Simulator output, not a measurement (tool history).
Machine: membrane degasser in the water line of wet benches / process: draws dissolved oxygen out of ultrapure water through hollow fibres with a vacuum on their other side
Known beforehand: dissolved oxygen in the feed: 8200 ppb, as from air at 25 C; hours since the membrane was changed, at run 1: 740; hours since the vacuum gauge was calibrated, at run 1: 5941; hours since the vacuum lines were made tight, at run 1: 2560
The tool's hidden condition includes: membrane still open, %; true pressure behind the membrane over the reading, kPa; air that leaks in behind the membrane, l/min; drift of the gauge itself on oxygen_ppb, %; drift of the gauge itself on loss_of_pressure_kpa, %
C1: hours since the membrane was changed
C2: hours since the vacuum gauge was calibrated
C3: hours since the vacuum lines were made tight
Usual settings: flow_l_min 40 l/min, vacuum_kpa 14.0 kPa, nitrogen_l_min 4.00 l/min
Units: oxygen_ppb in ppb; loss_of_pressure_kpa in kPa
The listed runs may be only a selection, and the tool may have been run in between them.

{"run": 1, "hour": 0.0, "flow_l_min": 40, "vacuum_kpa": 14.0, "nitrogen_l_min": 4.0, "C1": 740, "C2": 5941, "C3": 2560, "oxygen_ppb": 301.1, "loss_of_pressure_kpa": 70.22}
{"run": 2, "hour": 98.6, "flow_l_min": 40, "vacuum_kpa": 14.0, "nitrogen_l_min": 4.0, "C1": 839, "C2": 6039, "C3": 2659, "oxygen_ppb": 301.9, "loss_of_pressure_kpa": 70.32}
{"run": 3, "hour": 212.6, "flow_l_min": 40, "vacuum_kpa": 14.0, "nitrogen_l_min": 4.0, "C1": 953, "C2": 6153, "C3": 2773, "oxygen_ppb": 302.7, "loss_of_pressure_kpa": 70.45}
{"run": 4, "hour": 321.6, "flow_l_min": 38, "vacuum_kpa": 14.0, "nitrogen_l_min": 4.0, "C1": 1062, "C2": 6262, "C3": 2882, "oxygen_ppb": 284.8, "loss_of_pressure_kpa": 67.03}
{"run": 5, "hour": 484.1, "flow_l_min": 40, "vacuum_kpa": 32.7, "nitrogen_l_min": 4.0, "C1": 1224, "C2": 6425, "C3": 3045, "oxygen_ppb": 708.9, "loss_of_pressure_kpa": 70.6}
{"hour": 526.6, "done": "vacuum gauge calibrated"}
{"run": 6, "hour": 574.4, "flow_l_min": 40, "vacuum_kpa": 14.0, "nitrogen_l_min": 4.0, "C1": 1314, "C2": 48, "C3": 3134, "oxygen_ppb": 304.1, "loss_of_pressure_kpa": 70.26}
{"run": 7, "hour": 712.3, "flow_l_min": 40, "vacuum_kpa": 14.0, "nitrogen_l_min": 8.26, "C1": 1452, "C2": 186, "C3": 3272, "oxygen_ppb": 179.3, "loss_of_pressure_kpa": 71.03}
{"run": 8, "hour": 811.0, "flow_l_min": 40, "vacuum_kpa": 31.3, "nitrogen_l_min": 8.26, "C1": 1551, "C2": 284, "C3": 3371, "oxygen_ppb": 378.1, "loss_of_pressure_kpa": 70.86}
{"run": 9, "hour": 967.7, "flow_l_min": 40, "vacuum_kpa": 31.3, "nitrogen_l_min": 8.26, "C1": 1708, "C2": 441, "C3": 3528, "oxygen_ppb": 368.2, "loss_of_pressure_kpa": 71.14}
{"hour": 1044.0, "done": "vacuum gauge calibrated, once more"}
{"run": 10, "hour": 1141.4, "flow_l_min": 40, "vacuum_kpa": 31.3, "nitrogen_l_min": 8.26, "C1": 1881, "C2": 97, "C3": 3701, "oxygen_ppb": 370.3, "loss_of_pressure_kpa": 71.46}
{"run": 11, "hour": 1226.4, "flow_l_min": 40, "vacuum_kpa": 14.0, "nitrogen_l_min": 4.0, "C1": 1966, "C2": 182, "C3": 3786, "oxygen_ppb": 299.1, "loss_of_pressure_kpa": 70.95}
{"run": 12, "hour": 1390.3, "flow_l_min": 40, "vacuum_kpa": 14.0, "nitrogen_l_min": 7.04, "C1": 2130, "C2": 346, "C3": 3950, "oxygen_ppb": 197.0, "loss_of_pressure_kpa": 71.37}
{"run": 13, "hour": 1555.6, "flow_l_min": 40, "vacuum_kpa": 14.0, "nitrogen_l_min": 7.04, "C1": 2295, "C2": 512, "C3": 4115, "oxygen_ppb": 200.1, "loss_of_pressure_kpa": 71.31}
{"run": 14, "hour": 1700.8, "flow_l_min": 40, "vacuum_kpa": 14.0, "nitrogen_l_min": 7.04, "C1": 2440, "C2": 657, "C3": 4260, "oxygen_ppb": 199.1, "loss_of_pressure_kpa": 71.89}
{"run": 15, "hour": 1839.4, "flow_l_min": 40, "vacuum_kpa": 14.0, "nitrogen_l_min": 7.04, "C1": 2579, "C2": 795, "C3": 4399, "oxygen_ppb": 198.6, "loss_of_pressure_kpa": 71.82}
{"run": 16, "hour": 1923.6, "flow_l_min": 40, "vacuum_kpa": 14.0, "nitrogen_l_min": 7.04, "C1": 2663, "C2": 880, "C3": 4483, "oxygen_ppb": 198.6, "loss_of_pressure_kpa": 71.69}
{"run": 17, "hour": 2017.3, "flow_l_min": 32, "vacuum_kpa": 14.0, "nitrogen_l_min": 9.25, "C1": 2757, "C2": 973, "C3": 4577, "oxygen_ppb": 120.3, "loss_of_pressure_kpa": 57.39}
{"run": 18, "hour": 2158.1, "flow_l_min": 40, "vacuum_kpa": 15.9, "nitrogen_l_min": 4.0, "C1": 2897, "C2": 1114, "C3": 4718, "oxygen_ppb": 341.7, "loss_of_pressure_kpa": 71.67}
{"hour": 2239.2, "done": "seals of the vacuum lines changed"}
{"run": 19, "hour": 2239.2, "flow_l_min": 40, "vacuum_kpa": 29.0, "nitrogen_l_min": 1.81, "C1": 2977, "C2": 1193, "C3": 0, "oxygen_ppb": 1154.5, "loss_of_pressure_kpa": 72.03}
{"run": 20, "hour": 2418.1, "flow_l_min": 61, "vacuum_kpa": 14.1, "nitrogen_l_min": 4.0, "C1": 3155, "C2": 1372, "C3": 179, "oxygen_ppb": 513.7, "loss_of_pressure_kpa": 109.82}
{"run": 21, "hour": 2549.4, "flow_l_min": 43, "vacuum_kpa": 14.0, "nitrogen_l_min": 4.0, "C1": 3287, "C2": 1503, "C3": 310, "oxygen_ppb": 329.6, "loss_of_pressure_kpa": 77.5}
{"run": 22, "hour": 2672.0, "flow_l_min": 43, "vacuum_kpa": 32.6, "nitrogen_l_min": 6.11, "C1": 3409, "C2": 1626, "C3": 433, "oxygen_ppb": 533.9, "loss_of_pressure_kpa": 77.53}
{"run": 23, "hour": 2854.4, "flow_l_min": 43, "vacuum_kpa": 32.6, "nitrogen_l_min": 6.11, "C1": 3592, "C2": 1808, "C3": 615, "oxygen_ppb": 540.6, "loss_of_pressure_kpa": 77.69}
{"run": 24, "hour": 3034.5, "flow_l_min": 40, "vacuum_kpa": 31.6, "nitrogen_l_min": 3.47, "C1": 3772, "C2": 1989, "C3": 795, "oxygen_ppb": 756.3, "loss_of_pressure_kpa": 72.38}
{"run": 25, "hour": 3147.3, "flow_l_min": 40, "vacuum_kpa": 31.6, "nitrogen_l_min": 3.47, "C1": 3885, "C2": 2101, "C3": 908, "oxygen_ppb": 770.0, "loss_of_pressure_kpa": 72.6}
{"run": 26, "hour": 3261.0, "flow_l_min": 38, "vacuum_kpa": 10.5, "nitrogen_l_min": 5.63, "C1": 3998, "C2": 2215, "C3": 1022, "oxygen_ppb": 169.5, "loss_of_pressure_kpa": 69.02}
{"run": 27, "hour": 3369.0, "flow_l_min": 38, "vacuum_kpa": 10.5, "nitrogen_l_min": 5.63, "C1": 4106, "C2": 2323, "C3": 1130, "oxygen_ppb": 172.5, "loss_of_pressure_kpa": 69.19}
{"run": 28, "hour": 3491.0, "flow_l_min": 32, "vacuum_kpa": 15.8, "nitrogen_l_min": 4.0, "C1": 4228, "C2": 2445, "C3": 1252, "oxygen_ppb": 266.9, "loss_of_pressure_kpa": 58.8}
{"run": 29, "hour": 3638.0, "flow_l_min": 32, "vacuum_kpa": 16.2, "nitrogen_l_min": 4.0, "C1": 4375, "C2": 2592, "C3": 1399, "oxygen_ppb": 277.1, "loss_of_pressure_kpa": 58.72}
{"run": 30, "hour": 3818.9, "flow_l_min": 52, "vacuum_kpa": 16.2, "nitrogen_l_min": 2.68, "C1": 4556, "C2": 2773, "C3": 1580, "oxygen_ppb": 633.8, "loss_of_pressure_kpa": 95.76}
{"run": 31, "hour": 3971.4, "flow_l_min": 40, "vacuum_kpa": 9.8, "nitrogen_l_min": 5.14, "C1": 4709, "C2": 2925, "C3": 1732, "oxygen_ppb": 181.3, "loss_of_pressure_kpa": 73.19}
{"run": 32, "hour": 4080.1, "flow_l_min": 40, "vacuum_kpa": 9.8, "nitrogen_l_min": 5.14, "C1": 4817, "C2": 3034, "C3": 1841, "oxygen_ppb": 185.2, "loss_of_pressure_kpa": 73.32}

Below, some changes in oxygen_ppb between adjacent runs. For each, the amount present without the hidden state too (settings, incoming material, random variation) and the amount remaining for the hidden state with gauge scatter not shared by both compared results:
Run 18 -> 19: vacuum_kpa 15.9 -> 29.0, nitrogen_l_min 4.00 -> 1.81, seals of the vacuum lines changed. oxygen_ppb +812.8 ppb: hidden state +0.0, all else +812.8.
Run 19 -> 20: flow_l_min 40 -> 61, vacuum_kpa 29.0 -> 14.1, nitrogen_l_min 1.81 -> 4.00. oxygen_ppb -640.8 ppb: hidden state +10.8, all else -651.6.
Run 25 -> 26: flow_l_min 40 -> 38, vacuum_kpa 31.6 -> 10.5, nitrogen_l_min 3.47 -> 5.63. oxygen_ppb -600.5 ppb: hidden state -1.4, all else -599.1.
Run 29 -> 30: flow_l_min 32 -> 52, nitrogen_l_min 4.00 -> 2.68. oxygen_ppb +356.7 ppb: hidden state +16.1, all else +340.6.
Run 30 -> 31: flow_l_min 52 -> 40, vacuum_kpa 16.2 -> 9.8, nitrogen_l_min 2.68 -> 5.14. oxygen_ppb -452.5 ppb: hidden state -10.3, all else -442.2.
